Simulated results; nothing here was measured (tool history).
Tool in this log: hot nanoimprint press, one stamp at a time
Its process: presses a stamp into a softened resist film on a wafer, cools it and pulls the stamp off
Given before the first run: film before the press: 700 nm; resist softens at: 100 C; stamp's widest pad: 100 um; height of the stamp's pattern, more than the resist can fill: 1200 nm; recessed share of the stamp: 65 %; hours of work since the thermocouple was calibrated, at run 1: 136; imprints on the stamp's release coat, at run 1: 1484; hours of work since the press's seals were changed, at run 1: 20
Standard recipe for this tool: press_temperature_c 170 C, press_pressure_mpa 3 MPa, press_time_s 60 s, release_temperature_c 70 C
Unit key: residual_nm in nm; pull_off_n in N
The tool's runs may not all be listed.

run   hour  press_temperature_c  press_pressure_mpa  press_time_s  release_temperature_c  hours of work since the thermocouple was calibrated  imprints on the stamp's release coat  hours of work since the press's seals were changed  residual_nm  pull_off_n
  1      0                  170                   3            60                     70                                                  136                                  1484                                                  20        385.3         119
  2    9.6                  170                   3            60                     70                                                  142                                  1508                                                  25        384.7         117
  3   20.4                  170                 4.3            60                     70                                                  148                                  1535                                                  31        318.9         115
  4     29                  170                   3            60                     70                                                  153                                  1557                                                  36        379.3         119
  5   34.1                  170                   3            60                     70                                                  156                                  1570                                                  39          384         120
  6   40.8                  170                   3            60                     70                                                  159                                  1587                                                  43        385.2         119
  7   45.4                  170                   3            60                     70                                                  162                                  1598                                                  45        386.2         123
  8     52                  170                   3            60                     70                                                  165                                  1615                                                  49        381.4         118
  9     59                  170                   3            60                     58                                                  169                                  1633                                                  53        388.2         157
 10   63.9                  170                   3            60                     70                                                  172                                  1645                                                  56        389.8         121
 11   70.1                  171                   3            60                     70                                                  176                                  1661                                                  59          376         118
 12   80.2                  171                   3            60                     70                                                  181                                  1686                                                  65        373.5         122
 13   85.6                  171                   3            60                     70                                                  184                                  1700                                                  68        377.8         125
 14   95.8                  170                3.13            60                     70                                                  190                                  1726                                                  73        377.7         118
 15  101.1                  170                3.13            60                     70                                                  193                                  1739                                                  76        381.1         120
 16  109.6                  170                3.13            60                     70                                                  198                                  1760                                                  81        380.1         122
     116.9  -- stamp cleaned and given a new release coat
 17  123.3                  170                3.96            60                     73                                                  202                                    16                                                  85        329.6          99
 18  128.5                  170                3.96            60                     73                                                  205                                    29                                                  88        336.3          98
 19  137.9                  158                   3            34                     70                                                  210                                    53                                                  94        580.8         109
 20  147.2                  158                   3            34                     70                                                  215                                    76                                                  99        578.3         107
 21  153.3                  158                   3            34                     70                                                  219                                    92                                                 102        582.1         104
 22  158.8                  167                3.57            34                     61                                                  222                                   106                                                 105        449.6         133
 23  167.4                  170                3.13           116                     70                                                  227                                   127                                                 110        312.5         108
 24  175.5                  170                 2.6           116                     67                                                  231                                   148                                                 115          344         115
 25  182.2                  176                 2.6            71                     67                                                  235                                   165                                                 118        337.6         114
 26  189.3                  176                 2.6            71                     67                                                  239                                   183                                                 122        335.2         113
 27  199.2                  176                 2.6            69                     67                                                  244                                   207                                                 128        336.1         120

Run 28 is up next; what results do you expect?
 28  207.4                  170                2.35           117                     58                                                  249                                   228                                                 132            ?           ?

{"run 28": {"residual_nm": 359.8, "pull_off_n": 138}}
If the tool had no hidden condition, the same run with the same run-to-run variation would have returned residual_nm 347 nm, pull_off_n 132 N.
